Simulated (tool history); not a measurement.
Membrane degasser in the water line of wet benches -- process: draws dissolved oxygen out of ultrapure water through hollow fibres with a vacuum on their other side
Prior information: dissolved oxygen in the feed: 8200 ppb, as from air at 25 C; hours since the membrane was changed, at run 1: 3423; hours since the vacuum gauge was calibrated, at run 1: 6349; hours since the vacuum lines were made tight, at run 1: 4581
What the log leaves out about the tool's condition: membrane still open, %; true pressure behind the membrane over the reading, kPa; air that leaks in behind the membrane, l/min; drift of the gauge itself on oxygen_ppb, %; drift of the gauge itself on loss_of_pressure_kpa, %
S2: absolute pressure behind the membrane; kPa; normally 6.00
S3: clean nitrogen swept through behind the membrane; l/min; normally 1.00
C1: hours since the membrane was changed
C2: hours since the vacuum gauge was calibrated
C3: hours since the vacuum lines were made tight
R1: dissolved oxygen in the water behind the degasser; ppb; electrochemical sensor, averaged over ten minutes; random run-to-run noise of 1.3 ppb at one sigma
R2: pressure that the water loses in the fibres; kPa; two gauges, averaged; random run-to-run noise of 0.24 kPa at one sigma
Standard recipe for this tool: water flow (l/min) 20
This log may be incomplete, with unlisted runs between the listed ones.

Run 1, day 0.000: usual settings; C1 3423; C2 6349; C3 4581. Result: R1 130.4 ppb, R2 61.09 kPa.
Run 2, day 5.162: usual settings; C1 3547; C2 6472; C3 4705. Result: R1 131.5 ppb, R2 60.98 kPa.
Run 3, day 9.900: usual settings; C1 3661; C2 6586; C3 4819. Result: R1 130.4 ppb, R2 61.63 kPa.
Run 4, day 15.112: usual settings but S3 1.38 l/min; C1 3786; C2 6711; C3 4944. Result: R1 102.1 ppb, R2 61.36 kPa.
Run 5, day 19.592: usual settings but S2 13.72 kPa; C1 3893; C2 6819; C3 5052. Result: R1 451.6 ppb, R2 61.65 kPa.
Run 6, day 25.775: usual settings but S2 13.72 kPa; C1 4042; C2 6967; C3 5200. Result: R1 460.9 ppb, R2 61.32 kPa.
Run 7, day 31.850: usual settings but S2 13.72 kPa; C1 4187; C2 7113; C3 5346. Result: R1 450.5 ppb, R2 61.34 kPa.
Run 8, day 37.288: usual settings but S2 13.72 kPa; C1 4318; C2 7243; C3 5476. Result: R1 450.6 ppb, R2 61.29 kPa.
Run 9, day 43.583: usual settings but S3 1.03 l/min; C1 4469; C2 7394; C3 5627. Result: R1 129.3 ppb, R2 61.50 kPa.
Run 10, day 47.471: usual settings but S3 1.03 l/min; C1 4562; C2 7488; C3 5721. Result: R1 127.2 ppb, R2 61.38 kPa.
At day 50.696: seals of the vacuum lines changed.
Run 11, day 54.467: usual settings but S3 1.03 l/min; C1 4728; C2 7654; C3 90. Result: R1 130.1 ppb, R2 61.85 kPa.
Run 12, day 57.388: usual settings; C1 4798; C2 7724; C3 161. Result: R1 129.7 ppb, R2 62.03 kPa.
Run 13, day 62.788: usual settings; C1 4928; C2 7853; C3 290. Result: R1 131.4 ppb, R2 62.46 kPa.
Run 14, day 65.775: usual settings; C1 5000; C2 7925; C3 362. Result: R1 132.2 ppb, R2 61.65 kPa.
At day 68.875: vacuum gauge calibrated.
Run 15, day 71.433: usual settings but water flow (l/min) 24; C1 5135; C2 61; C3 497. Result: R1 155.8 ppb, R2 74.55 kPa.
Run 16, day 74.354: usual settings but water flow (l/min) 24; C1 5205; C2 131; C3 567. Result: R1 156.9 ppb, R2 74.67 kPa.
Run 17, day 80.512: usual settings but water flow (l/min) 17, S2 7.59 kPa, S3 1.46 l/min; C1 5353; C2 279; C3 715. Result: R1 121.9 ppb, R2 52.51 kPa.
Run 18, day 86.967: usual settings but water flow (l/min) 17, S2 7.59 kPa, S3 1.46 l/min; C1 5508; C2 434; C3 870. Result: R1 124.1 ppb, R2 53.01 kPa.
Run 19, day 91.333: usual settings but water flow (l/min) 28, S2 6.70 kPa, S3 0.55 l/min; C1 5612; C2 539; C3 975. Result: R1 346.6 ppb, R2 87.20 kPa.
Run 20, day 96.542: usual settings but water flow (l/min) 22, S2 4.50 kPa, S3 2.94 l/min; C1 5737; C2 664; C3 1100. Result: R1 34.1 ppb, R2 68.63 kPa.
Run 21, day 102.742: usual settings but water flow (l/min) 26, S2 4.50 kPa, S3 1.06 l/min; C1 5886; C2 813; C3 1249. Result: R1 85.8 ppb, R2 81.01 kPa.
Run 22, day 106.696: usual settings but water flow (l/min) 15, S2 4.71 kPa, S3 0.46 l/min; C1 5981; C2 908; C3 1344. Result: R1 104.9 ppb, R2 46.70 kPa.
Run 23, day 113.062: usual settings but S2 6.29 kPa, S3 1.68 l/min; C1 6134; C2 1060; C3 1496. Result: R1 93.5 ppb, R2 62.60 kPa.
Run 24, day 116.596: usual settings but water flow (l/min) 17, S2 8.10 kPa, S3 0.98 l/min; C1 6219; C2 1145; C3 1581. Result: R1 194.3 ppb, R2 53.04 kPa.
At day 121.146: gauge calibrated.
Run 25, day 121.346: usual settings but water flow (l/min) 18, S2 9.48 kPa, S3 0.84 l/min; C1 6333; C2 1259; C3 1695. Result: R1 295.4 ppb, R2 55.10 kPa.
Run 26, day 124.683: usual settings but water flow (l/min) 27, S2 9.48 kPa, S3 0.84 l/min; C1 6413; C2 1339; C3 1775. Result: R1 416.2 ppb, R2 82.87 kPa.
Run 27, day 128.079: usual settings but water flow (l/min) 27, S2 9.48 kPa, S3 0.84 l/min; C1 6494; C2 1421; C3 1857. Result: R1 413.9 ppb, R2 82.60 kPa.
Run 28, day 132.379: usual settings but S2 4.55 kPa, S3 1.87 l/min; C1 6598; C2 1524; C3 1960. Result: R1 42.8 ppb, R2 60.94 kPa.
Run 29, day 139.204: usual settings but S2 4.55 kPa, S3 1.87 l/min; C1 6761; C2 1688; C3 2124. Result: R1 43.0 ppb, R2 61.31 kPa.
Run 30, day 142.708: usual settings but water flow (l/min) 29, S2 14.18 kPa, S3 0.95 l/min; C1 6845; C2 1772; C3 2208. Result: R1 679.3 ppb, R2 88.68 kPa.
Run 31, day 149.533: usual settings but water flow (l/min) 27, S2 6.06 kPa; C1 7009; C2 1936; C3 2372. Result: R1 180.2 ppb, R2 82.61 kPa.

Forecast each of these 5 alternatives for the next run:
Run A, day 156.412: usual settings but water flow (l/min) 17, S2 8.42 kPa; C1 7174; C2 2101; C3 2537. Result: R1 ?, R2 ?.
Run B, day 156.412: usual settings but water flow (l/min) 22, S2 10.41 kPa, S3 1.98 l/min; C1 7174; C2 2101; C3 2537. Result: R1 ?, R2 ?.
Run C, day 156.412: usual settings but water flow (l/min) 14, S2 12.04 kPa, S3 0.74 l/min; C1 7174; C2 2101; C3 2537. Result: R1 ?, R2 ?.
Run D, day 156.412: usual settings but water flow (l/min) 14, S2 6.23 kPa; C1 7174; C2 2101; C3 2537. Result: R1 ?, R2 ?.
Run E, day 156.412: usual settings but S2 10.21 kPa; C1 7174; C2 2101; C3 2537. Result: R1 ?, R2 ?.

run     R1     R2
  A  202.9  52.09
  B  195.2  67.78
  C  369.6  43.15
  D   98.6  43.08
  E  308.9  61.50
Had the tool no hidden state, the same runs would have come out as:
run     R1     R2
  A  202.9  51.72
  B  195.2  67.30
  C  369.6  42.85
  D   98.6  42.77
  E  308.8  61.07
